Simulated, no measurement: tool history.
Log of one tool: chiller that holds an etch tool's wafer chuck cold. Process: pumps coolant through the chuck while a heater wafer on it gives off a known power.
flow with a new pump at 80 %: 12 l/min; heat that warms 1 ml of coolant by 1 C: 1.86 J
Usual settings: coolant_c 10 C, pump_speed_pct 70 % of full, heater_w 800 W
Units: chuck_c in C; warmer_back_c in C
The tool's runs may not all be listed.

Run 1, hour 0: usual settings. Result: chuck_c 16.36 C, warmer_back_c 2.467 C.
Run 2, hour 44.1: usual settings. Result: chuck_c 16.5 C, warmer_back_c 2.452 C.
Run 3, hour 104.4: usual settings. Result: chuck_c 16.44 C, warmer_back_c 2.471 C.
Run 4, hour 159.3: usual settings. Result: chuck_c 16.39 C, warmer_back_c 2.46 C.
Run 5, hour 209.2: usual settings. Result: chuck_c 16.39 C, warmer_back_c 2.461 C.
Run 6, hour 249: usual settings. Result: chuck_c 16.43 C, warmer_back_c 2.474 C.
Run 7, hour 308.2: usual settings but pump_speed_pct 74 % of full. Result: chuck_c 16.19 C, warmer_back_c 2.331 C.
Run 8, hour 359.2: usual settings but pump_speed_pct 74 % of full. Result: chuck_c 16.23 C, warmer_back_c 2.341 C.
Run 9, hour 398.5: usual settings. Result: chuck_c 16.47 C, warmer_back_c 2.469 C.
Run 10, hour 430.1: usual settings. Result: chuck_c 16.57 C, warmer_back_c 2.466 C.
Run 11, hour 465.9: usual settings. Result: chuck_c 16.52 C, warmer_back_c 2.482 C.
Run 12, hour 499.6: usual settings. Result: chuck_c 16.39 C, warmer_back_c 2.454 C.
Run 13, hour 541.1: usual settings. Result: chuck_c 16.46 C, warmer_back_c 2.478 C.
Run 14, hour 596: usual settings but coolant_c 14 C, pump_speed_pct 91 % of full, heater_w 487 W. Result: chuck_c 17.34 C, warmer_back_c 1.142 C.
Run 15, hour 636.6: usual settings but coolant_c 14 C, pump_speed_pct 91 % of full, heater_w 487 W. Result: chuck_c 17.27 C, warmer_back_c 1.145 C.
Run 16, hour 682.5: usual settings but coolant_c 14 C, pump_speed_pct 91 % of full, heater_w 487 W. Result: chuck_c 17.55 C, warmer_back_c 1.15 C.
Run 17, hour 741.5: usual settings but pump_speed_pct 91 % of full, heater_w 431 W. Result: chuck_c 12.95 C, warmer_back_c 1.024 C.

The next listed run, before its measurement:
Run 18, hour 778: usual settings but heater_w 1019 W. Result: chuck_c ?, warmer_back_c ?.

chuck_c: 18.19 C
warmer_back_c: 3.14 C
Without the tool's hidden state the same run would have given chuck_c 18.18 C, warmer_back_c 3.138 C.
